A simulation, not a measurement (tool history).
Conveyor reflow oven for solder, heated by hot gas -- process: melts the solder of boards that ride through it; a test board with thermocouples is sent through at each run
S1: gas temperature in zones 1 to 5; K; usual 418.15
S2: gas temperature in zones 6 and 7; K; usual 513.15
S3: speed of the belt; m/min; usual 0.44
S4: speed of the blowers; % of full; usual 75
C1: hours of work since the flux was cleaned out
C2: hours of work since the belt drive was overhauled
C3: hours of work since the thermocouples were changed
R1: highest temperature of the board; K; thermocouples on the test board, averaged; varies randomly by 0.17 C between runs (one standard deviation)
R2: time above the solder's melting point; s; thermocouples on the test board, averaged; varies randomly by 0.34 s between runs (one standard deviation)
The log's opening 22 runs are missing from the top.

Run 23, hour 195.7: usual settings but S1 407.15 K, S2 520.15 K, S3 0.473 m/min, S4 66 % of full; C1 195; C2 469; C3 374. Result: R1 504.25 K, R2 87 s.
Run 24, hour 204.6: usual settings but S1 407.15 K, S2 520.15 K, S3 0.396 m/min, S4 81 % of full; C1 200; C2 475; C3 379. Result: R1 512.05 K, R2 110 s.
Run 25, hour 215.2: usual settings but S1 415.15 K, S2 502.15 K, S3 0.396 m/min, S4 70 % of full; C1 207; C2 481; C3 386. Result: R1 493.75 K, R2 100.8 s.
Run 26, hour 223.8: usual settings but S2 527.15 K, S4 63 % of full; C1 212; C2 487; C3 391. Result: R1 513.85 K, R2 104.9 s.
At hour 232.7: flux residue cleaned out of gas plates and filters.
Run 27, hour 236.3: usual settings but S2 527.15 K, S4 63 % of full; C1 2; C2 491; C3 396. Result: R1 514.05 K, R2 104.6 s.
Run 28, hour 244.8: usual settings but S1 422.15 K, S2 514.15 K, S3 0.391 m/min, S4 87 % of full; C1 8; C2 497; C3 401. Result: R1 507.95 K, R2 116 s.
Run 29, hour 250.8: usual settings but S1 422.15 K, S2 514.15 K, S3 0.391 m/min, S4 87 % of full; C1 11; C2 500; C3 405. Result: R1 508.05 K, R2 115.8 s.
Run 30, hour 256.8: usual settings but S1 422.15 K, S2 514.15 K, S3 0.391 m/min, S4 87 % of full; C1 15; C2 504; C3 408. Result: R1 507.85 K, R2 116.3 s.

3 options for the next run, each taken on its own from the tool as it stands now. Forecast them:
Run A, hour 265.2: usual settings but S1 424.15 K, S4 70 % of full; C1 20; C2 509; C3 414. Result: R1 ?, R2 ?.
Run B, hour 265.2: usual settings but S1 422.15 K, S2 514.15 K, S3 0.391 m/min, S4 69 % of full; C1 20; C2 509; C3 414. Result: R1 ?, R2 ?.
Run C, hour 265.2: usual settings but S1 424.15 K, S2 509.15 K, S3 0.391 m/min, S4 87 % of full; C1 20; C2 509; C3 414. Result: R1 ?, R2 ?.

run      R1     R2
  A  503.05  100.6
  B  506.35  114.5
  C  503.35  113.5
Without the tool's hidden state the same runs would have given:
run      R1     R2
  A  503.05  100.6
  B  506.25  114.4
  C  503.35  113.4
